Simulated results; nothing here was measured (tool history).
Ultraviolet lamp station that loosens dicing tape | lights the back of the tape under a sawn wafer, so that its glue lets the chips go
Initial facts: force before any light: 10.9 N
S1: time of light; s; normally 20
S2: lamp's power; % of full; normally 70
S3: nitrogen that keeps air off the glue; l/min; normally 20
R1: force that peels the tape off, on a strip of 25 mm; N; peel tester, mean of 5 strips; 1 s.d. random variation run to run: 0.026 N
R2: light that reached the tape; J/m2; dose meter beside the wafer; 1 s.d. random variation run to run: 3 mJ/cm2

run 1 hour=0.0 | S1=20 S2=70 S3=20 | R1=1.573 R2=3800
run 2 hour=6.3 | S1=16 S2=70 S3=20 | R1=2.278 R2=3040
run 3 hour=12.5 | S1=16 S2=70 S3=20 | R1=2.450 R2=3100
run 4 hour=18.1 | S1=16 S2=70 S3=20 | R1=2.382 R2=3060
run 5 hour=27.0 | S1=20 S2=70 S3=20 | R1=1.635 R2=3750
run 6 hour=35.8 | S1=20 S2=70 S3=20 | R1=1.672 R2=3800
run 7 hour=44.1 | S1=16 S2=70 S3=20 | R1=2.443 R2=3040
run 8 hour=49.8 | S1=16 S2=70 S3=20 | R1=2.432 R2=3040
run 9 hour=53.8 | S1=16 S2=70 S3=20 | R1=2.411 R2=3000
run 10 hour=58.6 | S1=20 S2=70 S3=9 | R1=2.753 R2=3800
run 11 hour=63.1 | S1=20 S2=70 S3=9 | R1=2.821 R2=3810
run 12 hour=67.9 | S1=20 S2=70 S3=9 | R1=2.993 R2=3770
run 13 hour=74.7 | S1=19 S2=96 S3=31 | R1=0.716 R2=4900
run 14 hour=83.2 | S1=13 S2=66 S3=31 | R1=2.804 R2=2290
run 15 hour=91.8 | S1=31 S2=72 S3=38 | R1=0.420 R2=5880
-- hour=92.7 window cleaned of glue's vapour
run 16 hour=96.4 | S1=20 S2=89 S3=24 | R1=1.075 R2=4460
run 17 hour=100.8 | S1=20 S2=89 S3=24 | R1=1.046 R2=4460
run 18 hour=106.6 | S1=20 S2=83 S3=22 | R1=1.340 R2=4150
run 19 hour=112.1 | S1=10 S2=75 S3=20 | R1=4.108 R2=1860
run 20 hour=119.6 | S1=32 S2=75 S3=8 | R1=1.428 R2=5940
run 21 hour=125.2 | S1=32 S2=64 S3=33 | R1=0.629 R2=5130

For some of the steps in R1 from one run to the next: how much would appear even if the tool had no hidden state, given the settings, what came in and random variation, and how much remains for the hidden state plus any gauge scatter that the measured result and the result without hidden state don't share?
Hidden conditions of the tool in this case: lamp's light, % of a new lamp's; light that the window lets through, % of a clean one's; drift of the gauge itself on peel_n, %; drift of the gauge itself on dose_mj_cm2, %.
Run 12 -> 13: S1 20 -> 19, S2 70 -> 96, S3 9 -> 31. R1 -2.277 N: hidden state -0.350, all else -1.927.
Run 14 -> 15: S1 13 -> 31, S2 66 -> 72, S3 31 -> 38. R1 -2.384 N: hidden state -0.428, all else -1.956.
Run 18 -> 19: S1 20 -> 10, S2 83 -> 75, S3 22 -> 20. R1 +2.768 N: hidden state +0.349, all else +2.419.
Run 19 -> 20: S1 10 -> 32, S3 20 -> 8. R1 -2.680 N: hidden state -0.322, all else -2.358.
